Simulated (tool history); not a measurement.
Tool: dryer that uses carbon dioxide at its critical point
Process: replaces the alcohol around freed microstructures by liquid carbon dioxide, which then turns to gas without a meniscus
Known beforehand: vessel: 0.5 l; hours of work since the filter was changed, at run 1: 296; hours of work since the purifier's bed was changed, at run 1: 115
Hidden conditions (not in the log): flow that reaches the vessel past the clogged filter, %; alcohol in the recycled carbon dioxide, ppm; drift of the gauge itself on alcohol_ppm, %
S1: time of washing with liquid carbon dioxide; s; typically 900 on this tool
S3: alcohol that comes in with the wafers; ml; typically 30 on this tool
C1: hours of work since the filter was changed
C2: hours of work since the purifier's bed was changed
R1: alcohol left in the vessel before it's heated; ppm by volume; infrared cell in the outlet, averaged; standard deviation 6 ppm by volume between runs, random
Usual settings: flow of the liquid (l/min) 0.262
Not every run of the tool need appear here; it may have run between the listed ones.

Run 1, hour 0: usual settings; C1 296; C2 115. Result: R1 408 ppm by volume.
Run 2, hour 5: usual settings; C1 300; C2 119. Result: R1 408 ppm by volume.
Run 3, hour 12.8: usual settings but S1 1200 s; C1 306; C2 125. Result: R1 95 ppm by volume.
Run 4, hour 20.3: usual settings but S1 960 s; C1 311; C2 130. Result: R1 309 ppm by volume.
Run 5, hour 25.4: usual settings but flow of the liquid (l/min) 0.22; C1 315; C2 134. Result: R1 921 ppm by volume.
Run 6, hour 34.7: usual settings but flow of the liquid (l/min) 0.22, S3 22 ml; C1 322; C2 141. Result: R1 693 ppm by volume.
At hour 40.6: inlet filter changed.
Run 7, hour 41: usual settings; C1 0; C2 145. Result: R1 246 ppm by volume.
Run 8, hour 47.7: usual settings; C1 5; C2 150. Result: R1 254 ppm by volume.
Run 9, hour 54.9: usual settings; C1 11; C2 156. Result: R1 259 ppm by volume.
Run 10, hour 64.6: usual settings but S3 40 ml; C1 18; C2 163. Result: R1 331 ppm by volume.
Run 11, hour 74.7: usual settings but S3 40 ml; C1 26; C2 171. Result: R1 347 ppm by volume.
Run 12, hour 81.5: usual settings but S3 40 ml; C1 31; C2 176. Result: R1 337 ppm by volume.
Run 13, hour 86.1: usual settings but S3 61 ml; C1 35; C2 180. Result: R1 503 ppm by volume.
Run 14, hour 92.9: usual settings but S3 61 ml; C1 40; C2 185. Result: R1 532 ppm by volume.
Run 15, hour 102.3: usual settings but S3 61 ml; C1 47; C2 192. Result: R1 542 ppm by volume.
Run 16, hour 110.7: usual settings but S3 61 ml; C1 54; C2 199. Result: R1 546 ppm by volume.
Run 17, hour 119.7: usual settings but S3 61 ml; C1 61; C2 206. Result: R1 552 ppm by volume.
Run 18, hour 125.3: usual settings but S3 61 ml; C1 65; C2 210. Result: R1 563 ppm by volume.
Run 19, hour 133.4: usual settings; C1 71; C2 216. Result: R1 285 ppm by volume.
Run 20, hour 140.3: usual settings; C1 76; C2 221. Result: R1 299 ppm by volume.
Run 21, hour 148.2: usual settings; C1 82; C2 227. Result: R1 296 ppm by volume.
Run 22, hour 156.9: usual settings; C1 89; C2 234. Result: R1 299 ppm by volume.
Run 23, hour 163.3: usual settings; C1 94; C2 239. Result: R1 304 ppm by volume.
Run 24, hour 171.2: usual settings; C1 100; C2 245. Result: R1 313 ppm by volume.
Run 25, hour 176.4: usual settings; C1 104; C2 249. Result: R1 315 ppm by volume.
Run 26, hour 186: usual settings but S1 600 s, S3 66 ml; C1 111; C2 256. Result: R1 3638 ppm by volume.
Run 27, hour 193.2: usual settings but S3 33 ml; C1 117; C2 262. Result: R1 347 ppm by volume.
Run 28, hour 201.2: usual settings but S3 67 ml; C1 123; C2 268. Result: R1 677 ppm by volume.
Run 29, hour 209: usual settings but flow of the liquid (l/min) 0.307, S3 52 ml; C1 129; C2 274. Result: R1 248 ppm by volume.
Run 30, hour 218.4: usual settings but flow of the liquid (l/min) 0.307, S3 52 ml; C1 136; C2 281. Result: R1 255 ppm by volume.
Run 31, hour 224.9: usual settings but S1 1020 s, flow of the liquid (l/min) 0.252, S3 35 ml; C1 141; C2 286. Result: R1 258 ppm by volume.
Run 32, hour 235.7: usual settings but S1 1020 s, flow of the liquid (l/min) 0.252, S3 35 ml; C1 149; C2 294. Result: R1 268 ppm by volume.
Run 33, hour 245.5: usual settings but flow of the liquid (l/min) 0.345, S3 42 ml; C1 157; C2 302. Result: R1 135 ppm by volume.
Run 34, hour 250.9: usual settings but S1 960 s, flow of the liquid (l/min) 0.363; C1 161; C2 306. Result: R1 77 ppm by volume.
Run 35, hour 258.7: usual settings but flow of the liquid (l/min) 0.21, S3 31 ml; C1 167; C2 312. Result: R1 930 ppm by volume.
Run 36, hour 269.2: usual settings but flow of the liquid (l/min) 0.21, S3 31 ml; C1 175; C2 320. Result: R1 979 ppm by volume.
Run 37, hour 278.4: usual settings but flow of the liquid (l/min) 0.21, S3 31 ml; C1 182; C2 327. Result: R1 972 ppm by volume.
Run 38, hour 289.2: usual settings but S1 840 s, flow of the liquid (l/min) 0.16, S3 31 ml; C1 190; C2 335. Result: R1 3143 ppm by volume.
Run 39, hour 299.8: usual settings but S1 840 s, flow of the liquid (l/min) 0.16, S3 31 ml; C1 198; C2 343. Result: R1 3159 ppm by volume.
Run 40, hour 307.2: usual settings but S1 1020 s, flow of the liquid (l/min) 0.275, S3 31 ml; C1 204; C2 349. Result: R1 189 ppm by volume.
Run 41, hour 312.7: usual settings but S1 1080 s, flow of the liquid (l/min) 0.321, S3 64 ml; C1 208; C2 353. Result: R1 124 ppm by volume.

Estimate the outcome of run 42 from the log above:
Run 42, hour 317.7: usual settings but S1 1080 s, flow of the liquid (l/min) 0.321, S3 64 ml; C1 212; C2 357. Result: R1 ?.

For run 42 the tool returned R1 130 ppm by volume.
With no hidden state in the tool, this same run would have given R1 41 ppm by volume.
